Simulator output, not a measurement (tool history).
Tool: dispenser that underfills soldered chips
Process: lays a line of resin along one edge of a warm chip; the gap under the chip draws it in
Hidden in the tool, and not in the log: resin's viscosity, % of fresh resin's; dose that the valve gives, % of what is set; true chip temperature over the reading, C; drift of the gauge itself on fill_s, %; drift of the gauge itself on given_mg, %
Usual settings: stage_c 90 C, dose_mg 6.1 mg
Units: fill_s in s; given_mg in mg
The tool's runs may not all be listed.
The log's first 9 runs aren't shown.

| run | hour | stage_c | dose_mg | hours of work since the syringe was changed | hours of work since the valve was cleaned | hours of work since the stage was calibrated | fill_s | given_mg |
|---|---|---|---|---|---|---|---|---|
|  | 96.5 | new syringe of resin |
| 10 | 103.1 | 101 | 6.1 | 4 | 16 | 117 | 11.8 | 6.02 |
|  | 108.6 | new syringe of resin |
| 11 | 119.2 | 101 | 6.1 | 7 | 26 | 127 | 13.8 | 5.98 |
|  | 120.9 | new syringe of resin |
|  | 133.5 | new syringe of resin |
| 12 | 133.5 | 101 | 6.1 | 0 | 35 | 135 | 8.9 | 5.96 |
| 13 | 144.7 | 101 | 6.1 | 7 | 42 | 142 | 14.3 | 5.92 |
|  | 146.3 | new syringe of resin |
|  | 152.5 | dispensing valve cleaned and set on the balance |
| 14 | 154.6 | 101 | 6.1 | 5 | 1 | 148 | 11.9 | 6.08 |
|  | 160.6 | new syringe of resin |
| 15 | 164.2 | 97 | 6.1 | 2 | 7 | 154 | 11.6 | 6.04 |
|  | 172.6 | new syringe of resin |
| 16 | 177.4 | 97 | 6.1 | 3 | 15 | 162 | 12.9 | 6.01 |
|  | 184.7 | new syringe of resin |
| 17 | 184.7 | 97 | 7.47 | 0 | 20 | 166 | 9.8 | 7.36 |
| 18 | 193.5 | 75 | 6.1 | 6 | 25 | 172 | 29.9 | 5.96 |
|  | 197.8 | new syringe of resin |
| 19 | 204.3 | 77 | 6.38 | 4 | 32 | 178 | 25 | 6.21 |
|  | 210.8 | new syringe of resin |
| 20 | 214.5 | 79 | 5.29 | 2 | 38 | 185 | 21.8 | 5.14 |
|  | 223 | new syringe of resin |
|  | 229.1 | dispensing valve cleaned and set on the balance |
| 21 | 232 | 84 | 6.59 | 5 | 2 | 195 | 21.3 | 6.58 |
|  | 236.5 | new syringe of resin |
| 22 | 242.8 | 84 | 6.59 | 4 | 8 | 201 | 19.2 | 6.55 |
|  | 249.2 | new syringe of resin |
| 23 | 255.6 | 98 | 5.77 | 4 | 16 | 209 | 13 | 5.71 |
|  | 262.3 | new syringe of resin |
| 24 | 269.4 | 93 | 6.91 | 4 | 25 | 218 | 14.6 | 6.8 |
|  | 275.2 | new syringe of resin |
| 25 | 285.5 | 96 | 6.1 | 6 | 35 | 228 | 16.1 | 5.94 |
|  | 287.2 | new syringe of resin |
| 26 | 297.3 | 96 | 6.1 | 6 | 42 | 235 | 16.3 | 5.93 |
|  | 299.8 | new syringe of resin |
|  | 305.8 | dispensing valve cleaned and set on the balance |
| 27 | 311.8 | 98 | 6.1 | 7 | 4 | 243 | 15.7 | 6.08 |
|  | 313.6 | new syringe of resin |
|  | 325.8 | new syringe of resin |
| 28 | 326.8 | 81 | 7.17 | 1 | 13 | 252 | 17.6 | 7.06 |
| 29 | 337.3 | 81 | 7.17 | 7 | 19 | 259 | 27.5 | 7.01 |
|  | 338.9 | new syringe of resin |
|  | 352.1 | new syringe of resin |
| 30 | 354.8 | 102 | 6.96 | 2 | 30 | 269 | 9.3 | 6.79 |
|  | 364.9 | new syringe of resin |
| 31 | 366.5 | 95 | 6.96 | 1 | 37 | 277 | 10.8 | 6.74 |
|  | 377.4 | new syringe of resin |
| 32 | 377.4 | 99 | 6.06 | 0 | 44 | 283 | 9.3 | 5.84 |
|  | 383 | dispensing valve cleaned and set on the balance |
| 33 | 388.5 | 99 | 6.06 | 6 | 3 | 290 | 15 | 6.02 |

Forecast each of these 4 alternatives for the next run:
|  | 390.3 | new syringe of resin |
| A | 398.8 | 89 | 7.52 | 5 | 10 | 296 | ? | ? |
|  | 390.3 | new syringe of resin |
| B | 398.8 | 102 | 7.21 | 5 | 10 | 296 | ? | ? |
|  | 390.3 | new syringe of resin |
| C | 398.8 | 92 | 7.9 | 5 | 10 | 296 | ? | ? |
|  | 390.3 | new syringe of resin |
| D | 398.8 | 82 | 6.99 | 5 | 10 | 296 | ? | ? |

| run | fill_s | given_mg |
|---|---|---|
| A | 18.7 | 7.45 |
| B | 12.4 | 7.16 |
| C | 16.2 | 7.82 |
| D | 23.2 | 6.94 |
Without the tool's hidden state the same runs would have given:
| run | fill_s | given_mg |
|---|---|---|
| A | 12.4 | 7.51 |
| B | 8.1 | 7.21 |
| C | 10.5 | 7.87 |
| D | 15.2 | 6.99 |

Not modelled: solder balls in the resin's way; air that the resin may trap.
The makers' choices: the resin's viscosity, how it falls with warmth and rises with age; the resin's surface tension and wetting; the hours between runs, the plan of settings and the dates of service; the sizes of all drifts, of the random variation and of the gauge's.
